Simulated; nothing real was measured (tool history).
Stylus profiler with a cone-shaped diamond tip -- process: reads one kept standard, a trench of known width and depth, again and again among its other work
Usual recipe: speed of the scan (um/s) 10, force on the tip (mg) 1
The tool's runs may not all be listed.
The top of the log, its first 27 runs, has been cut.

run    hour  speed of the scan (um/s)  force on the tip (mg)  depth of the trench (nm)  width of the trench's floor (nm)
 28   964.7                        13                   2.81                   1013.74                             12640
 29  1004.4                         2                   1.05                   1007.14                             12660
 30  1047.6                         3                   0.38                   1003.56                             12560
 31  1092.2                         3                   0.38                   1003.42                             12560
 32  1140.7                         3                   0.55                   1004.62                             12500
 33  1163.9                         3                   0.55                   1005.05                             12450
 34  1200.2                         3                   0.42                   1003.91                             12470
 35  1225.3                         3                    0.5                   1004.66                             12430
 36  1248.2                         4                   0.93                      1007                             12470
 37  1297.6                        25                    1.2                   1008.06                             12330
 38    1329                        25                    1.2                   1008.21                             12300
 39  1364.6                        25                    1.2                   1008.21                             12290
 40  1409.1                        29                      1                   1007.35                             12180
 41  1451.1                        39                   1.05                   1007.62                             12170
 42  1479.2                        11                   2.81                   1014.33                             12250
 43  1521.5                         7                   1.05                   1007.85                             12240
 44  1557.6                         7                   1.05                   1007.66                             12200
 45  1598.9                        13                   1.82                   1010.96                             12220
 46    1631                         7                   1.82                   1011.22                             12180

Each row is a separate what-if for the run after 46, all from the same tool condition, not one after another. Results?
  A  1652.2                         3                   0.93                         ?                                 ?
  B  1652.2                        28                   0.64                         ?                                 ?
  C  1652.2                        14                   0.56                         ?                                 ?
  D  1652.2                        15                   1.82                         ?                                 ?

run  depth of the trench (nm)  width of the trench's floor (nm)
  A                    1007.2                             12190
  B                   1005.49                             12050
  C                   1005.14                             12120
  D                   1011.06                             12160
The same runs, with their run-to-run variation unchanged, on a tool lacking any hidden condition would have given:
run  depth of the trench (nm)  width of the trench's floor (nm)
  A                   1006.82                             13990
  B                   1005.11                             13850
  C                   1004.76                             13910
  D                   1010.68                             13960
